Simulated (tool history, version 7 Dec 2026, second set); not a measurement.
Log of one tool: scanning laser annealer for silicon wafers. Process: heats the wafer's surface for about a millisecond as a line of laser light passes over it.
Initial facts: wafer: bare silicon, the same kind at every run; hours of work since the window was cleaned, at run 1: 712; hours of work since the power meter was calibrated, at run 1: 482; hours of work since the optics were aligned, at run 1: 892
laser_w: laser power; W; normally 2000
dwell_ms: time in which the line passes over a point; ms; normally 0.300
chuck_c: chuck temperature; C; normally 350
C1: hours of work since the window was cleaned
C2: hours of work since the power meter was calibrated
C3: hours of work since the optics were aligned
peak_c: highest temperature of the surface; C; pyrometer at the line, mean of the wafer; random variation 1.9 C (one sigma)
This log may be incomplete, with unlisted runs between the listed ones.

run 1 hour=0.0 | laser_w=2000 dwell_ms=0.300 chuck_c=350 | C1=712 C2=482 C3=892 | peak_c=1129
run 2 hour=15.7 | laser_w=2000 dwell_ms=0.300 chuck_c=350 | C1=719 C2=489 C3=898 | peak_c=1130
run 3 hour=33.9 | laser_w=2000 dwell_ms=0.300 chuck_c=333 | C1=726 C2=497 C3=906 | peak_c=1109
run 4 hour=52.2 | laser_w=2000 dwell_ms=0.300 chuck_c=333 | C1=734 C2=504 C3=914 | peak_c=1116
run 5 hour=72.4 | laser_w=2000 dwell_ms=0.300 chuck_c=333 | C1=742 C2=513 C3=922 | peak_c=1109
-- hour=98.6 optics aligned, line set to its width
run 6 hour=98.6 | laser_w=2059 dwell_ms=0.300 chuck_c=333 | C1=751 C2=521 C3=0 | peak_c=1133
run 7 hour=112.2 | laser_w=2059 dwell_ms=0.300 chuck_c=333 | C1=757 C2=527 C3=6 | peak_c=1137
run 8 hour=135.8 | laser_w=2059 dwell_ms=0.300 chuck_c=333 | C1=767 C2=537 C3=15 | peak_c=1140
run 9 hour=162.1 | laser_w=2059 dwell_ms=0.300 chuck_c=333 | C1=778 C2=548 C3=26 | peak_c=1134
run 10 hour=190.2 | laser_w=2005 dwell_ms=0.300 chuck_c=333 | C1=789 C2=560 C3=38 | peak_c=1112
run 11 hour=211.4 | laser_w=2180 dwell_ms=0.300 chuck_c=333 | C1=798 C2=568 C3=47 | peak_c=1183
run 12 hour=234.4 | laser_w=2180 dwell_ms=0.300 chuck_c=333 | C1=808 C2=578 C3=57 | peak_c=1186
-- hour=240.4 window over the wafer cleaned
run 13 hour=265.0 | laser_w=2180 dwell_ms=0.300 chuck_c=333 | C1=10 C2=590 C3=68 | peak_c=1183
run 14 hour=280.5 | laser_w=1855 dwell_ms=0.300 chuck_c=350 | C1=17 C2=596 C3=75 | peak_c=1069
run 15 hour=299.0 | laser_w=2000 dwell_ms=0.300 chuck_c=350 | C1=24 C2=604 C3=83 | peak_c=1129
run 16 hour=320.4 | laser_w=2000 dwell_ms=0.290 chuck_c=350 | C1=33 C2=613 C3=92 | peak_c=1117
run 17 hour=336.9 | laser_w=1885 dwell_ms=0.300 chuck_c=350 | C1=40 C2=620 C3=98 | peak_c=1079
run 18 hour=351.7 | laser_w=1885 dwell_ms=0.300 chuck_c=350 | C1=46 C2=626 C3=105 | peak_c=1081
run 19 hour=373.8 | laser_w=2000 dwell_ms=0.300 chuck_c=350 | C1=56 C2=635 C3=114 | peak_c=1126
run 20 hour=387.3 | laser_w=2000 dwell_ms=0.300 chuck_c=350 | C1=61 C2=641 C3=119 | peak_c=1129
run 21 hour=412.9 | laser_w=2000 dwell_ms=0.300 chuck_c=312 | C1=72 C2=652 C3=130 | peak_c=1087
run 22 hour=442.1 | laser_w=1745 dwell_ms=0.300 chuck_c=386 | C1=84 C2=664 C3=142 | peak_c=1060
run 23 hour=464.5 | laser_w=2008 dwell_ms=0.276 chuck_c=368 | C1=93 C2=673 C3=152 | peak_c=1111
run 24 hour=490.9 | laser_w=2048 dwell_ms=0.336 chuck_c=377 | C1=104 C2=684 C3=163 | peak_c=1226
run 25 hour=510.0 | laser_w=2161 dwell_ms=0.344 chuck_c=335 | C1=112 C2=692 C3=171 | peak_c=1247
run 26 hour=537.5 | laser_w=2049 dwell_ms=0.218 chuck_c=350 | C1=124 C2=703 C3=182 | peak_c=1023
run 27 hour=556.5 | laser_w=1859 dwell_ms=0.283 chuck_c=311 | C1=132 C2=711 C3=190 | peak_c=1010
run 28 hour=571.7 | laser_w=1859 dwell_ms=0.283 chuck_c=311 | C1=138 C2=718 C3=196 | peak_c=1008
run 29 hour=597.9 | laser_w=1925 dwell_ms=0.300 chuck_c=350 | C1=149 C2=729 C3=207 | peak_c=1100
run 30 hour=625.1 | laser_w=2000 dwell_ms=0.300 chuck_c=314 | C1=160 C2=740 C3=218 | peak_c=1094
run 31 hour=652.4 | laser_w=1861 dwell_ms=0.330 chuck_c=331 | C1=172 C2=751 C3=230 | peak_c=1090
run 32 hour=672.9 | laser_w=1861 dwell_ms=0.330 chuck_c=331 | C1=180 C2=760 C3=238 | peak_c=1089
run 33 hour=701.9 | laser_w=1752 dwell_ms=0.300 chuck_c=350 | C1=192 C2=772 C3=250 | peak_c=1029
run 34 hour=717.0 | laser_w=1752 dwell_ms=0.300 chuck_c=350 | C1=199 C2=778 C3=257 | peak_c=1024
run 35 hour=736.0 | laser_w=1752 dwell_ms=0.300 chuck_c=350 | C1=206 C2=786 C3=265 | peak_c=1031
run 36 hour=750.8 | laser_w=2006 dwell_ms=0.247 chuck_c=350 | C1=213 C2=792 C3=271 | peak_c=1052
run 37 hour=773.4 | laser_w=2006 dwell_ms=0.247 chuck_c=350 | C1=222 C2=802 C3=280 | peak_c=1056
run 38 hour=794.4 | laser_w=2006 dwell_ms=0.247 chuck_c=350 | C1=231 C2=810 C3=289 | peak_c=1055
run 39 hour=808.8 | laser_w=2033 dwell_ms=0.296 chuck_c=342 | C1=237 C2=817 C3=295 | peak_c=1128
run 40 hour=822.4 | laser_w=2033 dwell_ms=0.296 chuck_c=342 | C1=242 C2=822 C3=301 | peak_c=1128

How the hidden state differs across the entries between the runs, from the last listed run before each to the first after it:
Between runs 5 and 6: optics aligned, line set to its width (hour 98.6)
  width of the line over the set one, %: 0.05 -> 0
Between runs 12 and 13: window over the wafer cleaned (hour 240.4)
  light that passes the window, % of a clean one's: 99.96 -> 100
